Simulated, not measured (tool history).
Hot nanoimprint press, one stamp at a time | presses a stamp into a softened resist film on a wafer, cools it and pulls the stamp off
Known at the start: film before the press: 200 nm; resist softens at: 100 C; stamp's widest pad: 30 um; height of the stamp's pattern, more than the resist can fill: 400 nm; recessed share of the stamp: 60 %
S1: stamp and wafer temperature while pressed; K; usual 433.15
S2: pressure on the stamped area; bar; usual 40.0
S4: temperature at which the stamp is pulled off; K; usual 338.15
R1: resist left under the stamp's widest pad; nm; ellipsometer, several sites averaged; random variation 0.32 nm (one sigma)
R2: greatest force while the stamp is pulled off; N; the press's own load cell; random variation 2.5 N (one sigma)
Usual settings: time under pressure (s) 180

{"run": 1, "day": 0.0, "S1": 433.15, "S2": 40.0, "time under pressure (s)": 180, "S4": 338.15, "R1": 99.0, "R2": 138}
{"run": 2, "day": 1.304, "S1": 433.15, "S2": 40.0, "time under pressure (s)": 180, "S4": 338.15, "R1": 99.6, "R2": 134}
{"run": 3, "day": 2.942, "S1": 433.15, "S2": 40.0, "time under pressure (s)": 180, "S4": 338.15, "R1": 99.6, "R2": 142}
{"run": 4, "day": 4.421, "S1": 433.15, "S2": 40.0, "time under pressure (s)": 180, "S4": 338.15, "R1": 98.7, "R2": 137}
{"run": 5, "day": 6.242, "S1": 433.15, "S2": 40.0, "time under pressure (s)": 180, "S4": 338.15, "R1": 98.9, "R2": 137}
{"day": 7.358, "done": "stamp cleaned and given a new release coat"}
{"run": 6, "day": 7.504, "S1": 433.15, "S2": 40.0, "time under pressure (s)": 180, "S4": 338.15, "R1": 98.9, "R2": 140}
{"run": 7, "day": 9.1, "S1": 433.15, "S2": 40.0, "time under pressure (s)": 180, "S4": 338.15, "R1": 99.3, "R2": 141}
{"run": 8, "day": 10.638, "S1": 433.15, "S2": 40.0, "time under pressure (s)": 180, "S4": 338.15, "R1": 99.0, "R2": 137}
{"run": 9, "day": 12.208, "S1": 433.15, "S2": 40.0, "time under pressure (s)": 180, "S4": 342.15, "R1": 99.4, "R2": 129}
{"day": 13.375, "done": "plate thermocouple calibrated"}
{"run": 10, "day": 13.658, "S1": 443.15, "S2": 40.0, "time under pressure (s)": 210, "S4": 327.15, "R1": 64.7, "R2": 173}
{"day": 14.754, "done": "stamp cleaned and given a new release coat"}
{"run": 11, "day": 15.421, "S1": 443.15, "S2": 30.7, "time under pressure (s)": 149, "S4": 338.15, "R1": 84.9, "R2": 140}
{"run": 12, "day": 16.575, "S1": 443.15, "S2": 30.7, "time under pressure (s)": 149, "S4": 338.15, "R1": 84.5, "R2": 139}
{"run": 13, "day": 18.217, "S1": 425.15, "S2": 40.0, "time under pressure (s)": 180, "S4": 338.15, "R1": 132.4, "R2": 142}

3 ways to go on from here, each from the tool as it stands after run 13. What would each give?
{"run": "A", "day": 19.625, "S1": 441.15, "S2": 40.0, "time under pressure (s)": 272, "S4": 324.15, "R1": "?", "R2": "?"}
{"run": "B", "day": 19.625, "S1": 440.15, "S2": 31.1, "time under pressure (s)": 180, "S4": 338.15, "R1": "?", "R2": "?"}
{"run": "C", "day": 19.625, "S1": 433.15, "S2": 40.0, "time under pressure (s)": 144, "S4": 333.15, "R1": "?", "R2": "?"}

run=A R1=63.1 R2=182
run=B R1=87.5 R2=139
run=C R1=105.8 R2=156
Without the tool's hidden state the same runs would have given:
run=A R1=63.6 R2=182
run=B R1=88.2 R2=138
run=C R1=106.7 R2=155

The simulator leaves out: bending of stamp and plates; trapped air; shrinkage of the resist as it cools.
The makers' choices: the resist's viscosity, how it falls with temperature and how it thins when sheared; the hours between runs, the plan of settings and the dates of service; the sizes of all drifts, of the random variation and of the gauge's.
